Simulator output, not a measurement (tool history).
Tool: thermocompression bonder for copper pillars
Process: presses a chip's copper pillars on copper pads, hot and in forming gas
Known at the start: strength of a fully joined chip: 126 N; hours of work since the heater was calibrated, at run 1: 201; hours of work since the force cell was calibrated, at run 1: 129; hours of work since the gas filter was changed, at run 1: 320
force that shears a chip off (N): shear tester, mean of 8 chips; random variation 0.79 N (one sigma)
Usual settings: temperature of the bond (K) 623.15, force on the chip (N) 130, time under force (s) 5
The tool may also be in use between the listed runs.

run,day,temperature of the bond (K),force on the chip (N),time under force (s),hours of work since the heater was calibrated,hours of work since the force cell was calibrated,hours of work since the gas filter was changed,force that shears a chip off (N)
1,0.000,623.15,130,5,201,129,320,72.4
2,0.379,623.15,130,5,206,134,325,72.9
3,0.971,623.15,130,5,213,141,332,73.2
4,1.392,623.15,130,5,219,147,338,71.5
# day 1.467: forming gas filter changed
5,1.754,623.15,130,5,223,151,4,74.1
6,2.146,623.15,130,5,228,156,9,73.5
7,2.608,623.15,130,5,234,162,15,71.9
8,3.129,623.15,130,5,241,169,22,73.6
9,3.496,623.15,130,3,246,174,26,60.7
10,3.742,623.15,168,5,249,177,30,80.8
11,4.271,623.15,168,5,256,184,36,79.9
12,4.758,623.15,168,5,262,190,43,80.4
13,5.200,623.15,168,5,268,196,49,79.8
14,5.683,623.15,168,5,275,202,55,80.6
15,5.996,623.15,168,5,279,206,59,79.7
16,6.554,623.15,130,14,286,214,66,95.9
17,7.092,623.15,130,14,293,221,73,97.0
18,7.488,623.15,130,14,298,226,78,96.4
19,7.958,623.15,130,3,304,232,84,62.3
20,8.504,623.15,130,3,311,239,92,62.8
21,8.875,623.15,152,11,316,244,96,96.4
22,9.342,606.15,132,3,322,250,103,54.0
23,9.825,606.15,132,3,328,256,109,55.2
24,10.312,598.15,89,5,335,263,115,53.6
25,10.700,623.15,181,5,340,268,120,82.6
26,10.967,623.15,181,5,343,271,124,82.2
27,11.267,627.15,169,14,347,275,128,105.0
28,11.646,617.15,146,7,352,280,132,79.4
29,11.925,617.15,146,5,356,284,136,73.2
30,12.183,610.15,144,3,359,287,140,57.7
31,12.617,598.15,83,8,365,293,145,60.7
32,13.054,608.15,101,5,370,298,151,59.5
33,13.362,623.15,183,13,374,302,155,103.4
34,13.812,623.15,183,13,380,308,161,103.0
35,14.154,623.15,95,3,385,313,165,53.5
36,14.550,627.15,80,3,390,318,170,50.5
37,15.004,627.15,80,3,396,324,176,50.0
38,15.321,627.15,80,3,400,328,180,50.2
39,15.875,627.15,80,3,407,335,188,49.9

Forecast each of these 5 alternatives for the next run:
A,16.133,593.15,130,4,411,338,191,?
B,16.133,631.15,107,13,411,338,191,?
C,16.133,608.15,173,4,411,338,191,?
D,16.133,630.15,138,10,411,338,191,?
E,16.133,623.15,130,4,411,338,191,?

run,force that shears a chip off (N)
A,54.8
B,91.4
C,68.9
D,93.2
E,68.4
Without the tool's hidden state the same runs would have given:
run,force that shears a chip off (N)
A,54.9
B,91.5
C,69.0
D,93.4
E,68.6
